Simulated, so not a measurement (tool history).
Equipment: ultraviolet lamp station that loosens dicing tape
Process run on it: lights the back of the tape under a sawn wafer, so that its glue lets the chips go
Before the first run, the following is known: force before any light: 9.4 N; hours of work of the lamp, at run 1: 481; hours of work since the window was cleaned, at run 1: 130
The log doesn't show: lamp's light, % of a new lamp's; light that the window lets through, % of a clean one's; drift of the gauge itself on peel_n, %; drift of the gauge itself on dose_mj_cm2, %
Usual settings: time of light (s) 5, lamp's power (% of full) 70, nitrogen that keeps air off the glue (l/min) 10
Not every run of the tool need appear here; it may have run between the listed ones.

run     day  time of light (s)  lamp's power (% of full)  nitrogen that keeps air off the glue (l/min)  hours of work of the lamp  hours of work since the window was cleaned  force that peels the tape off (N)  light that reached the tape (mJ/cm²)
  1   0.000                  5                        70                                            10                        481                                         130                              1.285                                   241
  2   2.162                  5                        70                                            10                        515                                         165                              1.348                                   234
  3   4.442                  5                        70                                            10                        551                                         200                              1.475                                   224
  4   5.679                  5                        70                                            10                        570                                         220                              1.544                                   220
  5   6.821                  5                        70                                            10                        588                                         238                              1.632                                   211
  6   8.558                  5                        70                                            10                        616                                         265                              1.704                                   205
      9.262  -- window cleaned of glue's vapour
  7  10.721                  5                        70                                            10                        650                                          23                              2.054                                   183
  8  11.958                  5                        70                                            10                        669                                          42                              2.057                                   181
  9  13.854                  5                        70                                            10                        699                                          72                              2.213                                   176
 10  15.296                  5                        70                                            10                        722                                          95                              2.228                                   170
 11  17.396                  5                        70                                            10                        755                                         128                              2.422                                   162
 12  18.838                  5                        70                                            10                        778                                         151                              2.550                                   154
 13  20.467                  5                        70                                            15                        803                                         177                              2.391                                   151
 14  22.083                  5                        70                                            15                        829                                         202                              2.512                                   148

Forecast run 15:
 15  23.404                  5                        70                                            15                        850                                         223                                  ?                                     ?

force that peels the tape off (N): 2.570
light that reached the tape (mJ/cm²): 147
Minus the tool's unlogged condition, the same run would have read force that peels the tape off (N) 0.621, light that reached the tape (mJ/cm²) 333.
